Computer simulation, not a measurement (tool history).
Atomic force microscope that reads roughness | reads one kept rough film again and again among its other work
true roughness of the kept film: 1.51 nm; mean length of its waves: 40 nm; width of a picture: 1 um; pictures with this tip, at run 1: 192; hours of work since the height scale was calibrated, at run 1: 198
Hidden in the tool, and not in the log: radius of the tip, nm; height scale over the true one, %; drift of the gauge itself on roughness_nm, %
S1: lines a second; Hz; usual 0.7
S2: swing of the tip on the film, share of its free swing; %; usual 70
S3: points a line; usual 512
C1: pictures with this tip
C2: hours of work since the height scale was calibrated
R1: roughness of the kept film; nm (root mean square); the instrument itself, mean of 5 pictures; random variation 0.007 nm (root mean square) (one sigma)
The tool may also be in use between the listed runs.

run,hour,S1,S2,S3,C1,C2,R1
1,0,0.7,70,512,192,198,1.378
# hour 12.5: new tip fitted
2,36.6,0.827,70,512,34,222,1.414
3,65.7,0.7,85,512,74,243,1.359
4,97.9,0.7,85,512,119,265,1.34
5,123.6,0.7,85,322,155,282,1.335
6,155.3,0.7,85,322,199,304,1.31
# hour 164.2: new tip fitted
7,181.1,3.857,88,473,23,322,1.036
8,202.1,0.7,62,512,52,336,1.432
9,238.2,0.928,60,515,103,361,1.421
10,269.2,0.7,70,293,146,382,1.376
11,295.3,0.7,70,293,182,400,1.365

Forecast each of these 4 alternatives for the next run:
# hour 314.2: new tip fitted
A,314.2,3.603,73,742,0,413,?
# hour 314.2: new tip fitted
B,314.2,0.7,90,859,0,413,?
# hour 314.2: new tip fitted
C,314.2,0.7,57,888,0,413,?
# hour 314.2: new tip fitted
D,314.2,0.885,74,1022,0,413,?

run,R1
A,1.241
B,1.363
C,1.446
D,1.428
Without the tool's hidden state the same runs would have given:
run,R1
A,1.236
B,1.358
C,1.44
D,1.422

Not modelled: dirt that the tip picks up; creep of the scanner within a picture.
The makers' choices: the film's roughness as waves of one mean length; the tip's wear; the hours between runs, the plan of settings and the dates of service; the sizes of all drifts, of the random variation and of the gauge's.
